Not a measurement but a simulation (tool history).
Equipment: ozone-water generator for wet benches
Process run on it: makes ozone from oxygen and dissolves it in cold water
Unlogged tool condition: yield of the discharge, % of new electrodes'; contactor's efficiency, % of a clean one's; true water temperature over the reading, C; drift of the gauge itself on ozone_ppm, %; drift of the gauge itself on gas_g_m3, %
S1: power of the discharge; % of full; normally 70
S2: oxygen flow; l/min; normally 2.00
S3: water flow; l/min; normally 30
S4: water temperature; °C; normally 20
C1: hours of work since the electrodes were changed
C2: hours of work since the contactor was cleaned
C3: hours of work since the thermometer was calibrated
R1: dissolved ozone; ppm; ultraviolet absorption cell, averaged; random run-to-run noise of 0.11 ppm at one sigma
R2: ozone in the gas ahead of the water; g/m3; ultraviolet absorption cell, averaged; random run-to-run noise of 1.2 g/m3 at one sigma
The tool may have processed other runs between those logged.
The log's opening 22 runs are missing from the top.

run	hour	S1	S2	S3	S4	C1	C2	C3	R1	R2
23	874.9	53	2.56	20	13	2380	1875	3227	10.8	151.9
24	906.8	70	2.00	45	20	2405	1900	3252	4.8	211.4
25	959.1	90	2.01	38	12	2446	1941	3293	7.2	244.8
26	1016.9	90	2.68	33	16	2491	1986	3338	8.6	204.2
27	1074.8	90	2.68	33	16	2536	2031	3383	8.5	204.3
28	1133.1	90	2.68	33	16	2582	2077	3429	8.5	205.1
29	1180.9	90	2.68	33	16	2619	2114	3466	8.6	203.8
30	1207.4	43	1.60	30	20	2640	2135	3487	5.4	180.5
31	1241.5	79	2.07	41	24	2666	2162	3513	5.5	221.9
32	1295.8	70	2.02	30	20	2709	2204	3556	7.7	206.3
33	1353.3	70	2.02	30	20	2754	2249	3601	7.8	208.9

Forecast each of these 4 alternatives for the next run:
A	1381.3	70	2.00	40	13	2776	2271	3623	?	?
B	1381.3	70	2.00	23	19	2776	2271	3623	?	?
C	1381.3	65	2.02	25	20	2776	2271	3623	?	?
D	1381.3	70	2.02	30	13	2776	2271	3623	?	?

run	R1	R2
A	5.6	209.2
B	10.3	210.0
C	8.7	198.4
D	7.9	206.1
What these runs would have given with no unlogged condition in the tool:
run	R1	R2
A	6.2	224.2
B	11.3	225.0
C	9.6	211.9
D	8.7	220.8
